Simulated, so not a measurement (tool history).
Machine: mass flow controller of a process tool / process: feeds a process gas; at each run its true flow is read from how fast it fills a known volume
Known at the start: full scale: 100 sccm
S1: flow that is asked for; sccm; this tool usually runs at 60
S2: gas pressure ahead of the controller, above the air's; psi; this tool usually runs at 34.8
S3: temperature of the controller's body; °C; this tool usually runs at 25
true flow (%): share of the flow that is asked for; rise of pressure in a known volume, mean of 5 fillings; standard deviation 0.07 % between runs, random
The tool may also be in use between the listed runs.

{"run": 1, "hour": 0.0, "S1": 60, "S2": 34.8, "S3": 25, "true flow (%)": 99.99}
{"run": 2, "hour": 294.3, "S1": 60, "S2": 25.1, "S3": 25, "true flow (%)": 100.59}
{"run": 3, "hour": 574.6, "S1": 60, "S2": 34.8, "S3": 22, "true flow (%)": 100.01}
{"run": 4, "hour": 937.6, "S1": 60, "S2": 34.8, "S3": 22, "true flow (%)": 100.24}
{"run": 5, "hour": 1196.2, "S1": 60, "S2": 34.8, "S3": 25, "true flow (%)": 100.39}
{"hour": 1229.9, "done": "controller's zero set anew"}
{"run": 6, "hour": 1517.5, "S1": 60, "S2": 34.8, "S3": 25, "true flow (%)": 100.54}
{"run": 7, "hour": 1748.9, "S1": 60, "S2": 34.8, "S3": 25, "true flow (%)": 100.61}
{"run": 8, "hour": 1946.7, "S1": 11, "S2": 39, "S3": 25, "true flow (%)": 101.42}
{"run": 9, "hour": 2306.1, "S1": 55, "S2": 25.5, "S3": 38, "true flow (%)": 101.83}
{"run": 10, "hour": 2514.1, "S1": 46, "S2": 37.3, "S3": 25, "true flow (%)": 100.49}
{"hour": 2650.7, "done": "controller's zero set anew, once more"}
{"run": 11, "hour": 2708.4, "S1": 60, "S2": 33.1, "S3": 37, "true flow (%)": 101.04}
{"run": 12, "hour": 3075.1, "S1": 11, "S2": 24.1, "S3": 37, "true flow (%)": 100.74}
{"hour": 3192.2, "done": "controller exchanged for a calibrated one"}
{"run": 13, "hour": 3363.1, "S1": 21, "S2": 22, "S3": 31, "true flow (%)": 99.41}
{"run": 14, "hour": 3611.8, "S1": 21, "S2": 23.6, "S3": 27, "true flow (%)": 99.16}

5 options for the next run, each taken on its own from the tool as it stands now. Forecast them:
{"run": "A", "hour": 3957.3, "S1": 46, "S2": 23.6, "S3": 27, "true flow (%)": "?"}
{"run": "B", "hour": 3957.3, "S1": 60, "S2": 39.9, "S3": 25, "true flow (%)": "?"}
{"run": "C", "hour": 3957.3, "S1": 13, "S2": 35.8, "S3": 38, "true flow (%)": "?"}
{"run": "D", "hour": 3957.3, "S1": 60, "S2": 34.8, "S3": 22, "true flow (%)": "?"}
{"run": "E", "hour": 3957.3, "S1": 25, "S2": 37.9, "S3": 38, "true flow (%)": "?"}

run=A true_flow_(%)=99.62
run=B true_flow_(%)=98.92
run=C true_flow_(%)=99.55
run=D true_flow_(%)=98.96
run=E true_flow_(%)=99.16
What these runs would have given with no unlogged condition in the tool:
run=A true_flow_(%)=99.21
run=B true_flow_(%)=98.56
run=C true_flow_(%)=98.57
run=D true_flow_(%)=98.6
run=E true_flow_(%)=98.56
